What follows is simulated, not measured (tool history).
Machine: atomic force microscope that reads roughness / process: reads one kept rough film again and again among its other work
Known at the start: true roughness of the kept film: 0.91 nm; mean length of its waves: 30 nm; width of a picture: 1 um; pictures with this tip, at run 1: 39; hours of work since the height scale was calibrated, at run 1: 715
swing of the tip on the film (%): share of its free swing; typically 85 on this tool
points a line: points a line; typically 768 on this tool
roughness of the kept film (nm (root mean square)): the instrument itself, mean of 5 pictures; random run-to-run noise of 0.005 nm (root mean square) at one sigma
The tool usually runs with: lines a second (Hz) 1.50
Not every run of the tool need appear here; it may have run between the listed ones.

| run | day | lines a second (Hz) | swing of the tip on the film (%) | points a line | pictures with this tip | hours of work since the height scale was calibrated | roughness of the kept film (nm (root mean square)) |
|---|---|---|---|---|---|---|---|
| 1 | 0.000 | 1.50 | 85 | 768 | 39 | 715 | 0.757 |
| 2 | 1.696 | 1.50 | 85 | 768 | 90 | 737 | 0.730 |
| 3 | 3.904 | 1.50 | 61 | 768 | 156 | 765 | 0.784 |
|  | 4.254 | new tip fitted |
| 4 | 5.246 | 1.50 | 61 | 768 | 30 | 783 | 0.843 |
| 5 | 6.667 | 1.50 | 61 | 768 | 72 | 801 | 0.824 |
| 6 | 7.604 | 1.50 | 85 | 768 | 100 | 813 | 0.721 |
| 7 | 8.675 | 1.50 | 85 | 768 | 132 | 827 | 0.717 |
|  | 9.700 | new tip fitted |
| 8 | 10.096 | 1.50 | 56 | 768 | 12 | 845 | 0.861 |
| 9 | 11.579 | 1.50 | 56 | 768 | 56 | 864 | 0.827 |
| 10 | 12.508 | 1.50 | 85 | 768 | 84 | 876 | 0.721 |
| 11 | 13.933 | 1.50 | 85 | 768 | 126 | 894 | 0.711 |
|  | 15.133 | new tip fitted |
| 12 | 16.096 | 1.50 | 85 | 768 | 29 | 922 | 0.748 |
| 13 | 18.262 | 1.50 | 85 | 768 | 93 | 950 | 0.724 |
| 14 | 19.596 | 1.50 | 85 | 768 | 133 | 967 | 0.716 |
|  | 20.625 | new tip fitted |
| 15 | 21.458 | 1.50 | 68 | 768 | 25 | 991 | 0.825 |
| 16 | 23.204 | 1.50 | 85 | 768 | 77 | 1014 | 0.732 |
| 17 | 25.417 | 1.50 | 85 | 768 | 143 | 1042 | 0.712 |
|  | 26.125 | new tip fitted |
| 18 | 26.558 | 1.50 | 85 | 768 | 13 | 1057 | 0.769 |
| 19 | 28.379 | 1.50 | 85 | 768 | 67 | 1080 | 0.743 |
| 20 | 30.392 | 1.50 | 83 | 768 | 127 | 1106 | 0.709 |
| 21 | 31.383 | 1.50 | 83 | 768 | 157 | 1119 | 0.707 |
|  | 31.696 | new tip fitted |
| 22 | 32.588 | 1.50 | 83 | 1020 | 26 | 1134 | 0.765 |
| 23 | 34.633 | 1.50 | 83 | 1020 | 88 | 1161 | 0.740 |
| 24 | 35.633 | 1.50 | 83 | 679 | 118 | 1174 | 0.730 |
| 25 | 37.058 | 1.50 | 85 | 486 | 160 | 1192 | 0.702 |
|  | 37.171 | new tip fitted |
| 26 | 39.179 | 1.50 | 85 | 372 | 60 | 1219 | 0.735 |
|  | 41.300 | height scale calibrated on a step standard |
| 27 | 41.300 | 1.50 | 85 | 372 | 122 | 0 | 0.715 |
|  | 42.696 | new tip fitted |
| 28 | 43.150 | 1.50 | 85 | 372 | 14 | 24 | 0.758 |
| 29 | 44.750 | 3.56 | 85 | 811 | 61 | 44 | 0.625 |
| 30 | 45.854 | 3.56 | 73 | 370 | 95 | 59 | 0.701 |
| 31 | 46.900 | 1.01 | 66 | 651 | 126 | 72 | 0.811 |
|  | 48.146 | new tip fitted |
| 32 | 48.283 | 1.01 | 66 | 651 | 4 | 90 | 0.859 |
| 33 | 50.408 | 1.38 | 62 | 408 | 68 | 117 | 0.825 |
|  | 51.129 | height scale calibrated on a step standard, once more |
| 34 | 51.379 | 1.38 | 62 | 408 | 96 | 3 | 0.802 |
| 35 | 52.983 | 2.33 | 77 | 685 | 144 | 24 | 0.698 |
|  | 53.733 | new tip fitted |
| 36 | 54.233 | 1.50 | 64 | 389 | 15 | 40 | 0.833 |
| 37 | 55.788 | 1.50 | 64 | 389 | 62 | 60 | 0.810 |
| 38 | 57.262 | 1.50 | 64 | 389 | 106 | 79 | 0.787 |
| 39 | 58.917 | 1.22 | 57 | 768 | 155 | 100 | 0.797 |
|  | 59.221 | new tip fitted |
| 40 | 60.650 | 1.35 | 67 | 582 | 43 | 122 | 0.813 |
| 41 | 62.546 | 1.35 | 76 | 884 | 99 | 147 | 0.765 |
| 42 | 64.196 | 3.94 | 74 | 549 | 149 | 168 | 0.652 |
|  | 64.708 | new tip fitted |
| 43 | 66.408 | 3.94 | 74 | 549 | 51 | 196 | 0.685 |
| 44 | 68.067 | 3.94 | 74 | 549 | 101 | 218 | 0.667 |
| 45 | 69.888 | 3.94 | 74 | 549 | 155 | 241 | 0.650 |
|  | 70.100 | new tip fitted |
| 46 | 71.342 | 3.94 | 74 | 549 | 37 | 260 | 0.700 |
| 47 | 72.458 | 0.74 | 81 | 768 | 70 | 274 | 0.796 |
| 48 | 73.962 | 0.74 | 81 | 768 | 115 | 294 | 0.775 |
|  | 75.600 | new tip fitted |
| 49 | 76.058 | 0.58 | 55 | 553 | 14 | 321 | 0.872 |
| 50 | 77.638 | 0.95 | 55 | 553 | 61 | 341 | 0.846 |

Table of differences, measured result less the result of that run with no hidden state. Run-to-run variation is the same in both. Gauge scatter possibly is not:
Hidden state at play: radius of the tip, nm; height scale over the true one, %; drift of the gauge itself on roughness_nm, %.
| run | roughness of the kept film (nm (root mean square)) |
|---|---|
| 1 | -0.007 |
| 2 | -0.028 |
| 3 | -0.057 |
| 4 | -0.009 |
| 5 | -0.029 |
| 6 | -0.037 |
| 7 | -0.047 |
| 8 | -0.002 |
| 9 | -0.021 |
| 10 | -0.030 |
| 11 | -0.046 |
| 12 | -0.007 |
| 13 | -0.033 |
| 14 | -0.048 |
| 15 | -0.007 |
| 16 | -0.025 |
| 17 | -0.050 |
| 18 | +0.000 |
| 19 | -0.021 |
| 20 | -0.045 |
| 21 | -0.056 |
| 22 | -0.005 |
| 23 | -0.029 |
| 24 | -0.042 |
| 25 | -0.056 |
| 26 | -0.018 |
| 27 | -0.040 |
| 28 | +0.004 |
| 29 | -0.013 |
| 30 | -0.027 |
| 31 | -0.044 |
| 32 | +0.009 |
| 33 | -0.019 |
| 34 | -0.040 |
| 35 | -0.054 |
| 36 | -0.006 |
| 37 | -0.025 |
| 38 | -0.041 |
| 39 | -0.063 |
| 40 | -0.017 |
| 41 | -0.041 |
| 42 | -0.053 |
| 43 | -0.018 |
| 44 | -0.035 |
| 45 | -0.054 |
| 46 | -0.013 |
| 47 | -0.031 |
| 48 | -0.050 |
| 49 | -0.003 |
| 50 | -0.025 |
